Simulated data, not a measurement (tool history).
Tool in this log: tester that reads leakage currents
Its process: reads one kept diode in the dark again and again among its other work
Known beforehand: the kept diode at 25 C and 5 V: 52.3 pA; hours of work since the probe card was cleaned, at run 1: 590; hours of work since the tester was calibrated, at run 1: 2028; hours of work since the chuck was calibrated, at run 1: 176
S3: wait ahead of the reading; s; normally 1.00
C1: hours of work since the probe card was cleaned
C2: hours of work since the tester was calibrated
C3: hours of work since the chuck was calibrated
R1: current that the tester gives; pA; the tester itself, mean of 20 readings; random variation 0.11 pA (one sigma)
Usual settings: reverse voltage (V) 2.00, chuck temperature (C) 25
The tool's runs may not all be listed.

Run 1, day 0.000: usual settings; C1 590; C2 2028; C3 176. Result: R1 31.97 pA.
Run 2, day 3.650: usual settings but reverse voltage (V) 1.49; C1 636; C2 2074; C3 222. Result: R1 26.82 pA.
Run 3, day 9.138: usual settings but reverse voltage (V) 1.49; C1 705; C2 2143; C3 291. Result: R1 27.08 pA.
Run 4, day 13.033: usual settings but reverse voltage (V) 1.49; C1 755; C2 2192; C3 340. Result: R1 26.83 pA.
Run 5, day 19.254: usual settings; C1 833; C2 2271; C3 418. Result: R1 32.33 pA.
Run 6, day 25.204: usual settings but S3 3.64 s; C1 908; C2 2345; C3 493. Result: R1 31.81 pA.
Run 7, day 28.679: usual settings; C1 951; C2 2389; C3 537. Result: R1 32.31 pA.
Run 8, day 33.929: usual settings but chuck temperature (C) 51; C1 1017; C2 2455; C3 603. Result: R1 177.03 pA.
Run 9, day 38.471: usual settings but reverse voltage (V) 1.29, chuck temperature (C) 26; C1 1075; C2 2512; C3 660. Result: R1 26.39 pA.
Run 10, day 43.775: usual settings but reverse voltage (V) 1.29, chuck temperature (C) 26; C1 1141; C2 2579; C3 727. Result: R1 26.48 pA.
Run 11, day 49.646: usual settings but reverse voltage (V) 1.29, chuck temperature (C) 26; C1 1215; C2 2653; C3 801. Result: R1 26.65 pA.
Run 12, day 53.129: usual settings but reverse voltage (V) 2.85, chuck temperature (C) 33, S3 1.04 s; C1 1259; C2 2697; C3 844. Result: R1 68.55 pA.

Run 13, settings as shown, results not yet in. Your forecast:
Run 13, day 58.988: usual settings but reverse voltage (V) 2.85, chuck temperature (C) 33, S3 1.04 s; C1 1333; C2 2771; C3 918. Result: R1 ?.

Run 13 gave R1 68.87 pA.
Take away the tool's hidden state, keep the run-to-run variation as it was, and the same run would have given R1 68.12 pA.
